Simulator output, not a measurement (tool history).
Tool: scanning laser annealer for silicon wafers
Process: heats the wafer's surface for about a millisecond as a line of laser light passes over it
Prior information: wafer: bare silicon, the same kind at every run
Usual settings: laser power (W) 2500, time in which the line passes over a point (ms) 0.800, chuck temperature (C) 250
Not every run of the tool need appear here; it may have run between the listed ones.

| run | hour | laser power (W) | time in which the line passes over a point (ms) | chuck temperature (C) | highest temperature of the surface (C) |
|---|---|---|---|---|---|
| 1 | 0.0 | 2500 | 0.800 | 250 | 1017 |
| 2 | 19.6 | 2500 | 0.800 | 214 | 981 |
| 3 | 52.9 | 2500 | 0.800 | 214 | 985 |
| 4 | 71.9 | 2500 | 0.800 | 222 | 991 |
| 5 | 93.7 | 2500 | 0.800 | 222 | 988 |
| 6 | 126.5 | 2500 | 0.800 | 222 | 987 |
| 7 | 165.6 | 2500 | 0.800 | 222 | 988 |
| 8 | 191.0 | 2500 | 0.800 | 222 | 988 |
| 9 | 224.9 | 2500 | 0.800 | 222 | 985 |
| 10 | 263.5 | 2500 | 0.749 | 250 | 987 |
| 11 | 300.2 | 2500 | 0.749 | 250 | 983 |
| 12 | 334.6 | 2500 | 0.800 | 250 | 1011 |
| 13 | 377.0 | 2500 | 0.754 | 250 | 985 |
| 14 | 396.0 | 2500 | 0.800 | 250 | 1006 |
| 15 | 428.2 | 2473 | 0.822 | 218 | 978 |
| 16 | 455.0 | 2473 | 0.822 | 218 | 980 |
| 17 | 487.5 | 2500 | 0.903 | 250 | 1064 |
| 18 | 505.1 | 2669 | 0.630 | 242 | 945 |
| 19 | 547.2 | 2557 | 0.747 | 216 | 959 |
| 20 | 583.9 | 2288 | 0.999 | 216 | 998 |
|  | 609.5 | window over the wafer cleaned |
| 21 | 618.9 | 2699 | 0.993 | 277 | 1217 |
| 22 | 636.5 | 2500 | 0.579 | 262 | 904 |
| 23 | 677.1 | 2500 | 0.579 | 262 | 900 |
| 24 | 697.6 | 2151 | 0.912 | 289 | 999 |
| 25 | 728.3 | 2603 | 0.577 | 230 | 895 |
| 26 | 763.0 | 2459 | 0.794 | 263 | 1009 |
| 27 | 792.8 | 2459 | 0.794 | 263 | 1008 |
| 28 | 813.7 | 2500 | 0.731 | 250 | 973 |

Below are 5 alternative next runs, each starting from the tool's condition after run 28. Predict each:
| A | 855.7 | 2522 | 0.586 | 210 | ? |
| B | 855.7 | 2690 | 0.800 | 250 | ? |
| C | 855.7 | 2500 | 0.731 | 223 | ? |
| D | 855.7 | 2353 | 0.837 | 250 | ? |
| E | 855.7 | 2203 | 0.800 | 278 | ? |

| run | highest temperature of the surface (C) |
|---|---|
| A | 855 |
| B | 1072 |
| C | 949 |
| D | 983 |
| E | 948 |
With no hidden state in the tool, these same runs would have given:
| run | highest temperature of the surface (C) |
|---|---|
| A | 875 |
| B | 1097 |
| C | 972 |
| D | 1006 |
| E | 969 |

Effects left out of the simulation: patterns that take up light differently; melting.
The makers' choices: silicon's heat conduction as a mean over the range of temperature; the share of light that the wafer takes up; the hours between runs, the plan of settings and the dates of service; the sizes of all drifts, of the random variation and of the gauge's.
